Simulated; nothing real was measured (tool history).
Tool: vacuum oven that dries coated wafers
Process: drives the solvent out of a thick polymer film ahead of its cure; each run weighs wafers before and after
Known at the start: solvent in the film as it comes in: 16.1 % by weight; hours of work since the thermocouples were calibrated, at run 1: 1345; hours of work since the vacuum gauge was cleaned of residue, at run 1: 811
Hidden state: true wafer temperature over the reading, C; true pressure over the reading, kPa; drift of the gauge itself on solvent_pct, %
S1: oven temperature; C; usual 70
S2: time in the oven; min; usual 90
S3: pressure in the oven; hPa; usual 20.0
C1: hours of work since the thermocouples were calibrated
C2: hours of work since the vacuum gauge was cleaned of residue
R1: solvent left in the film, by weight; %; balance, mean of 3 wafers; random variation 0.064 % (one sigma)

run 1 hour=0.0 | S1=70 S2=90 S3=20.0 | C1=1345 C2=811 | R1=4.80
run 2 hour=22.9 | S1=70 S2=90 S3=20.0 | C1=1359 C2=825 | R1=4.93
run 3 hour=44.5 | S1=70 S2=90 S3=20.0 | C1=1372 C2=839 | R1=4.78
run 4 hour=84.1 | S1=70 S2=90 S3=21.0 | C1=1397 C2=863 | R1=5.02
run 5 hour=111.4 | S1=70 S2=90 S3=36.5 | C1=1414 C2=880 | R1=6.24
run 6 hour=129.4 | S1=70 S2=90 S3=30.9 | C1=1425 C2=891 | R1=5.71
run 7 hour=163.8 | S1=70 S2=90 S3=30.9 | C1=1446 C2=913 | R1=5.79
run 8 hour=184.5 | S1=70 S2=90 S3=20.0 | C1=1459 C2=926 | R1=4.99
run 9 hour=210.8 | S1=70 S2=90 S3=20.0 | C1=1475 C2=942 | R1=4.99
run 10 hour=228.4 | S1=61 S2=90 S3=20.0 | C1=1486 C2=953 | R1=8.54
run 11 hour=258.1 | S1=61 S2=90 S3=20.0 | C1=1504 C2=971 | R1=8.53
run 12 hour=292.5 | S1=70 S2=90 S3=20.0 | C1=1526 C2=992 | R1=4.94
run 13 hour=312.6 | S1=70 S2=90 S3=20.0 | C1=1538 C2=1005 | R1=4.97
run 14 hour=340.7 | S1=70 S2=90 S3=20.0 | C1=1556 C2=1022 | R1=4.95
run 15 hour=373.6 | S1=56 S2=90 S3=20.0 | C1=1576 C2=1043 | R1=10.53
run 16 hour=396.0 | S1=56 S2=55 S3=20.0 | C1=1590 C2=1057 | R1=11.78
-- hour=407.9 oven's thermocouples calibrated
run 17 hour=433.6 | S1=56 S2=55 S3=20.0 | C1=16 C2=1079 | R1=12.00
run 18 hour=454.0 | S1=56 S2=55 S3=20.0 | C1=29 C2=1091 | R1=12.06
run 19 hour=478.3 | S1=70 S2=66 S3=48.4 | C1=44 C2=1106 | R1=8.54
run 20 hour=512.4 | S1=62 S2=85 S3=24.4 | C1=65 C2=1128 | R1=9.08
run 21 hour=534.5 | S1=62 S2=85 S3=24.4 | C1=78 C2=1141 | R1=9.14
run 22 hour=572.3 | S1=70 S2=91 S3=30.2 | C1=102 C2=1165 | R1=6.07
-- hour=609.9 oven's thermocouples calibrated, once more
run 23 hour=611.0 | S1=66 S2=50 S3=49.1 | C1=1 C2=1187 | R1=10.03
run 24 hour=642.9 | S1=70 S2=68 S3=20.0 | C1=20 C2=1207 | R1=5.30
run 25 hour=664.1 | S1=84 S2=82 S3=20.0 | C1=34 C2=1220 | R1=1.34
run 26 hour=690.2 | S1=58 S2=82 S3=20.0 | C1=50 C2=1236 | R1=9.42
run 27 hour=732.8 | S1=65 S2=75 S3=20.0 | C1=76 C2=1263 | R1=7.12
run 28 hour=773.3 | S1=70 S2=90 S3=64.7 | C1=101 C2=1288 | R1=7.52
run 29 hour=797.2 | S1=70 S2=90 S3=64.7 | C1=116 C2=1303 | R1=7.64
run 30 hour=820.7 | S1=80 S2=48 S3=20.0 | C1=131 C2=1317 | R1=3.35
run 31 hour=842.2 | S1=55 S2=90 S3=15.9 | C1=144 C2=1331 | R1=10.04
run 32 hour=866.7 | S1=66 S2=90 S3=18.7 | C1=159 C2=1346 | R1=5.92
run 33 hour=893.8 | S1=66 S2=106 S3=12.6 | C1=176 C2=1363 | R1=4.86

Forecast each of these 3 alternatives for the next run:
run A hour=919.6 | S1=63 S2=90 S3=22.5 | C1=192 C2=1379 | R1=?
run B hour=919.6 | S1=70 S2=127 S3=20.0 | C1=192 C2=1379 | R1=?
run C hour=919.6 | S1=70 S2=82 S3=23.5 | C1=192 C2=1379 | R1=?

run=A R1=7.58
run=B R1=3.33
run=C R1=5.25
Without the tool's hidden state the same runs would have given:
run=A R1=6.97
run=B R1=2.80
run=C R1=4.71

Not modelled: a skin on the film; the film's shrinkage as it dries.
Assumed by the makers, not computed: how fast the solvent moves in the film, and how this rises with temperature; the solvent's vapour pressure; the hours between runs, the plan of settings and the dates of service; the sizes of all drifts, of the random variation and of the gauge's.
